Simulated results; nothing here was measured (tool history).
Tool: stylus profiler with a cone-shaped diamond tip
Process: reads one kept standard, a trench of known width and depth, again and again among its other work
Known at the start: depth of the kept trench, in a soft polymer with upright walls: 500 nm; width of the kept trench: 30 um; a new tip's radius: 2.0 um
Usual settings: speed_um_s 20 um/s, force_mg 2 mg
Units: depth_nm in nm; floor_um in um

run     day  speed_um_s  force_mg  depth_nm  floor_um
  1       0          20         2    505.86     27.23
  2   2.767          20         2    506.09     27.23
  3   6.617          20         2    505.75     27.29
  4  10.379          20      1.23     504.4     27.21
  5  14.383          20      1.99    506.02     27.22
  6  18.258          20      1.99    505.78     27.25
  7  20.408          20      2.81     507.4     27.28
  8  24.362          20      2.81    507.52     27.27
  9  28.167          20         2    505.84     27.25
 10  31.042          20         2    505.86     27.23
 11    32.9          14       3.7    508.94      27.3
 12  36.267          14      1.26    504.24     27.27
 13  39.746          18      2.66    507.17     27.27
 14  43.875          63      5.95    512.25     27.15
 15  46.908          23      1.01    503.68     27.17
 16  49.662           6      3.35    508.45     27.32
 17  51.617          48      3.72    508.95     27.15
 18  55.033          12      1.57     505.3     27.32

Forecast each of these 4 alternatives for the next run:
  A  57.062           9      4.71         ?         ?
  B  57.062          15      2.08         ?         ?
  C  57.062          41       1.8         ?         ?
  D  57.062          12      1.57         ?         ?

run  depth_nm  floor_um
  A    510.35     27.32
  B    505.97     27.26
  C    505.54     27.06
  D    504.84     27.28
Without the tool's hidden state the same runs would have given:
run  depth_nm  floor_um
  A    510.34     27.33
  B    505.96     27.27
  C    505.53     27.07
  D    504.83      27.3
